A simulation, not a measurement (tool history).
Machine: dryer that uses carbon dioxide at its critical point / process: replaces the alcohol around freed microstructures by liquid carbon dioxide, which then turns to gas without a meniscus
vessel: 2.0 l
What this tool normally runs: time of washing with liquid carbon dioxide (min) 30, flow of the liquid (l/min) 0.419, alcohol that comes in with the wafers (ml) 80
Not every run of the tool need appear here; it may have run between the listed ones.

run	hour	time of washing with liquid carbon dioxide (min)	flow of the liquid (l/min)	alcohol that comes in with the wafers (ml)	alcohol left in the vessel before it's heated (ppm by volume)
1	0	30	0.419	80	733
2	8.2	30	0.419	80	742
3	14.3	30	0.419	80	718
4	23.8	18	0.419	80	3638
5	34.1	18	0.419	80	3637
6	41.1	30	0.419	80	734
7	51.6	30	0.419	80	759
8	59.6	30	0.419	80	754
9	70.6	30	0.419	60	603
10	79.3	30	0.419	60	608
11	87.6	30	0.54	80	253
12	98.9	24	0.419	80	1713
13	107.8	28	0.419	80	1029
14	114.3	34	0.419	80	482
15	123.6	34	0.419	80	474
16	130.8	30	0.419	80	830
17	139.8	30	0.419	80	817
18	145.7	30	0.513	80	332
19	156.5	30	0.513	80	329
20	167.1	30	0.513	80	343
21	174.4	30	0.419	63	675
22	179.1	30	0.419	40	439
23	186.5	30	0.351	80	1695
24	195.8	30	0.351	80	1669
25	206.8	30	0.351	80	1652
26	216	39	0.505	40	74
27	223.6	18	0.396	68	3979
28	230	30	0.261	21	1092
29	237.1	28	0.682	47	88
# hour 242.6: inlet filter changed
30	248	31	0.505	94	185
31	254.4	31	0.505	94	185
32	260.2	30	0.419	50	294
33	265.6	29	0.419	120	790
34	272	29	0.419	120	809
35	278.1	32	0.419	80	351
36	284.2	28	0.43	21	173
37	290.2	28	0.43	21	176
38	298.8	29	0.298	30	800
39	306	25	0.285	97	4314

Subtracting, for every run, the result it would have given without the tool's unlogged condition from the measured result gives the following. The same run-to-run variation enters both numbers; the gauge's scatter may not:
Hidden state present: flow that reaches the vessel past the clogged filter, %; alcohol in the recycled carbon dioxide, ppm; drift of the gauge itself on alcohol_ppm, %.
run	alcohol left in the vessel before it's heated (ppm by volume)
1	+286
2	+291
3	+286
4	+953
5	+970
6	+306
7	+320
8	+319
9	+258
10	+263
11	+133
12	+633
13	+440
14	+239
15	+244
16	+382
17	+378
18	+183
19	+187
20	+195
21	+331
22	+217
23	+713
24	+712
25	+717
26	+54
27	+1292
28	+386
29	+64
30	+29
31	+30
32	+34
33	+49
34	+54
35	+41
36	+35
37	+37
38	+59
39	+182

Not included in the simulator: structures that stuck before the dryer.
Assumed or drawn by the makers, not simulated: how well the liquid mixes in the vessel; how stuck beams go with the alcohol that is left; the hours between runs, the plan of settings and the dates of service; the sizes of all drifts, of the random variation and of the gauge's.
